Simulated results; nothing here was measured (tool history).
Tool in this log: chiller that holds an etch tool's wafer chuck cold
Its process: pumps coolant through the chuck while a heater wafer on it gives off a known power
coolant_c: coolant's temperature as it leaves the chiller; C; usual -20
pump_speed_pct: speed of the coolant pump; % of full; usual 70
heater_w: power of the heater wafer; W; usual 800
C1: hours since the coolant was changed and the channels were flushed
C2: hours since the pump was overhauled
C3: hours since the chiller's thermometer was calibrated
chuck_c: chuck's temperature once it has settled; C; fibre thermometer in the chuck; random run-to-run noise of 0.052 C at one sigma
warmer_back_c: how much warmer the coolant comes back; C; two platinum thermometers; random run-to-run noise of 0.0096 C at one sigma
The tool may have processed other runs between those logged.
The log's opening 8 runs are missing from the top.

run 9 hour=1008.9 | coolant_c=-20 pump_speed_pct=88 heater_w=800 | C1=6266 C2=4453 C3=1562 | chuck_c=-14.49 warmer_back_c=1.667
run 10 hour=1117.9 | coolant_c=-20 pump_speed_pct=88 heater_w=800 | C1=6375 C2=4562 C3=1671 | chuck_c=-14.55 warmer_back_c=1.657
run 11 hour=1257.1 | coolant_c=-20 pump_speed_pct=88 heater_w=800 | C1=6515 C2=4702 C3=1810 | chuck_c=-14.58 warmer_back_c=1.647
run 12 hour=1382 | coolant_c=-20 pump_speed_pct=88 heater_w=800 | C1=6640 C2=4827 C3=1935 | chuck_c=-14.52 warmer_back_c=1.661
run 13 hour=1507.1 | coolant_c=-20 pump_speed_pct=70 heater_w=800 | C1=6765 C2=4952 C3=2060 | chuck_c=-13.6 warmer_back_c=2.143
-- hour=1544.2 coolant changed, channels flushed
-- hour=1585.7 chiller's thermometer calibrated
run 14 hour=1618.5 | coolant_c=-15 pump_speed_pct=70 heater_w=800 | C1=73 C2=5056 C3=33 | chuck_c=-9.42 warmer_back_c=2.139
run 15 hour=1701.3 | coolant_c=-15 pump_speed_pct=70 heater_w=800 | C1=156 C2=5139 C3=116 | chuck_c=-9.33 warmer_back_c=2.133
run 16 hour=1793.3 | coolant_c=-27 pump_speed_pct=71 heater_w=597 | C1=248 C2=5231 C3=208 | chuck_c=-22.76 warmer_back_c=1.568
run 17 hour=1865.8 | coolant_c=-27 pump_speed_pct=71 heater_w=597 | C1=321 C2=5303 C3=280 | chuck_c=-22.7 warmer_back_c=1.572
run 18 hour=2028 | coolant_c=-27 pump_speed_pct=71 heater_w=597 | C1=483 C2=5466 C3=442 | chuck_c=-22.7 warmer_back_c=1.577
run 19 hour=2142 | coolant_c=-27 pump_speed_pct=83 heater_w=999 | C1=597 C2=5580 C3=556 | chuck_c=-20.6 warmer_back_c=2.225
run 20 hour=2247.8 | coolant_c=-27 pump_speed_pct=90 heater_w=1160 | C1=703 C2=5685 C3=662 | chuck_c=-19.91 warmer_back_c=2.351
run 21 hour=2365 | coolant_c=-13 pump_speed_pct=93 heater_w=609 | C1=820 C2=5803 C3=779 | chuck_c=-9.39 warmer_back_c=1.195
run 22 hour=2437.5 | coolant_c=-13 pump_speed_pct=93 heater_w=609 | C1=892 C2=5875 C3=852 | chuck_c=-9.33 warmer_back_c=1.207
run 23 hour=2545.2 | coolant_c=-15 pump_speed_pct=91 heater_w=1031 | C1=1000 C2=5983 C3=959 | chuck_c=-8.69 warmer_back_c=2.082
run 24 hour=2621.3 | coolant_c=-15 pump_speed_pct=91 heater_w=1031 | C1=1076 C2=6059 C3=1036 | chuck_c=-8.68 warmer_back_c=2.074
run 25 hour=2779.3 | coolant_c=-20 pump_speed_pct=76 heater_w=403 | C1=1234 C2=6217 C3=1194 | chuck_c=-17.16 warmer_back_c=1.001
run 26 hour=2919.8 | coolant_c=-20 pump_speed_pct=72 heater_w=403 | C1=1375 C2=6357 C3=1334 | chuck_c=-16.92 warmer_back_c=1.05
run 27 hour=2995.3 | coolant_c=-20 pump_speed_pct=72 heater_w=403 | C1=1450 C2=6433 C3=1410 | chuck_c=-16.98 warmer_back_c=1.055
run 28 hour=3124 | coolant_c=-21 pump_speed_pct=72 heater_w=874 | C1=1579 C2=6562 C3=1538 | chuck_c=-14.62 warmer_back_c=2.292
run 29 hour=3203.8 | coolant_c=-14 pump_speed_pct=78 heater_w=648 | C1=1659 C2=6641 C3=1618 | chuck_c=-9.42 warmer_back_c=1.554
run 30 hour=3371.6 | coolant_c=-29 pump_speed_pct=71 heater_w=552 | C1=1826 C2=6809 C3=1786 | chuck_c=-24.91 warmer_back_c=1.484

Each row is a separate what-if for the run after 30, all from the same tool condition, not one after another. Results?
run A hour=3481 | coolant_c=-13 pump_speed_pct=70 heater_w=526 | C1=1936 C2=6919 C3=1895 | chuck_c=? warmer_back_c=?
run B hour=3481 | coolant_c=-23 pump_speed_pct=89 heater_w=548 | C1=1936 C2=6919 C3=1895 | chuck_c=? warmer_back_c=?
run C hour=3481 | coolant_c=-13 pump_speed_pct=70 heater_w=800 | C1=1936 C2=6919 C3=1895 | chuck_c=? warmer_back_c=?
run D hour=3481 | coolant_c=-29 pump_speed_pct=71 heater_w=649 | C1=1936 C2=6919 C3=1895 | chuck_c=? warmer_back_c=?
run E hour=3481 | coolant_c=-27 pump_speed_pct=60 heater_w=678 | C1=1936 C2=6919 C3=1895 | chuck_c=? warmer_back_c=?

run=A chuck_c=-8.86 warmer_back_c=1.444
run=B chuck_c=-19.41 warmer_back_c=1.129
run=C chuck_c=-6.94 warmer_back_c=2.194
run=D chuck_c=-24.11 warmer_back_c=1.758
run=E chuck_c=-21.3 warmer_back_c=2.178
Without the tool's unlogged condition, the same runs would have read:
run=A chuck_c=-9.34 warmer_back_c=1.338
run=B chuck_c=-19.85 warmer_back_c=1.044
run=C chuck_c=-7.58 warmer_back_c=2.033
run=D chuck_c=-24.66 warmer_back_c=1.629
run=E chuck_c=-21.91 warmer_back_c=2.016
